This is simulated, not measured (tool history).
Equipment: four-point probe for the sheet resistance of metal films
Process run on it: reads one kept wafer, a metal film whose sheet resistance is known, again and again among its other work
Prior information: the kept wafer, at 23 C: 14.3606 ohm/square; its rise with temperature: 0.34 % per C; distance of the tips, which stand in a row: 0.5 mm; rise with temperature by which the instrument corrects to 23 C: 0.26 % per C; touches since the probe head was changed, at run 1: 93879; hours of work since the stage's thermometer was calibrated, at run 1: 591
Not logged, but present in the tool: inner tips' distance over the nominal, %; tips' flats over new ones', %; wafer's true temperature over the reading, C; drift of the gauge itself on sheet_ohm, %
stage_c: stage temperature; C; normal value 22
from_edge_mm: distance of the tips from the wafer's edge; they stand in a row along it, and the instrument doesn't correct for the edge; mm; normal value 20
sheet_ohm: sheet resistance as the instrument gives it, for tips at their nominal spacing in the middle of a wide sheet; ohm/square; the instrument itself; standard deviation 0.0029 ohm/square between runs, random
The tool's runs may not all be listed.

run	day	stage_c	from_edge_mm	touches since the probe head was changed	hours of work since the stage's thermometer was calibrated	sheet_ohm
1	0	22	20	93879	591	14.423043
2	4.208	22	20	98375	649	14.428618
# day 5.475: new probe head fitted
3	9.075	22	20	3848	715	14.356423
4	11.958	22	20	6932	754	14.364801
5	14.908	22	20	10084	794	14.371435
6	17.392	22	20	12738	828	14.373013
7	20.804	22	20	16384	874	14.380527
8	23.725	22	20	19504	914	14.38821
9	26.5	26	20	22471	952	14.435961
10	30.854	26	20	27123	1011	14.443643
11	35.033	22	21	31588	1068	14.405719
12	37.933	22	21	34688	1108	14.406338
13	43.067	22	16	40175	1178	14.423913
14	47.162	22	19	44553	1234	14.431488
# day 47.704: stage's thermometer calibrated
15	52.712	24	27	50460	68	14.456668
16	58.025	33	15	56138	141	14.578446
# day 58.496: stage's thermometer calibrated, once more
17	63.55	33	15	62019	69	14.574444
18	66.583	27	6	65263	110	14.558018
19	71.042	33	26	70029	171	14.577958
20	74.896	19	20	74144	223	14.435048
21	80.154	22	6	79768	295	14.525347
22	85.375	32	54	85345	366	14.59139
23	89.804	27	9	90079	427	14.565188
24	93.158	32	7	93661	472	14.640809
25	97.062	32	7	97834	525	14.655885
# day 98.912: new probe head fitted
26	102.012	29	8	3314	592	14.462831

For each entry between runs, how does the tool's hidden state at the last listed run before it compare with that at the first listed run after it?
After run 2, before run 3: new probe head fitted (day 5.475)
  inner tips' distance over the nominal, %: 0.448 -> -0.017; tips' flats over new ones', %: 56 -> 2
  measured result minus the result with no hidden state, sheet_ohm: +0.07535 -> +0.003417 ohm/square
After run 14, before run 15: stage's thermometer calibrated (day 47.704)
  inner tips' distance over the nominal, %: 0.402 -> 0.462; tips' flats over new ones', %: 25 -> 29; wafer's true temperature over the reading, C: 0.19 -> 0.31
  measured result minus the result with no hidden state, sheet_ohm: +0.071687 -> +0.087166 ohm/square
After run 16, before run 17: stage's thermometer calibrated, once more (day 58.496)
  inner tips' distance over the nominal, %: 0.525 -> 0.586; tips' flats over new ones', %: 32 -> 36; wafer's true temperature over the reading, C: 0.32 -> -0.02
  measured result minus the result with no hidden state, sheet_ohm: +0.097757 -> +0.091195 ohm/square
After run 25, before run 26: new probe head fitted (day 98.912)
  inner tips' distance over the nominal, %: 0.953 -> 0.026; tips' flats over new ones', %: 57 -> 2; wafer's true temperature over the reading, C: 0.04 -> 0.05
  measured result minus the result with no hidden state, sheet_ohm: +0.151791 -> +0.006519 ohm/square
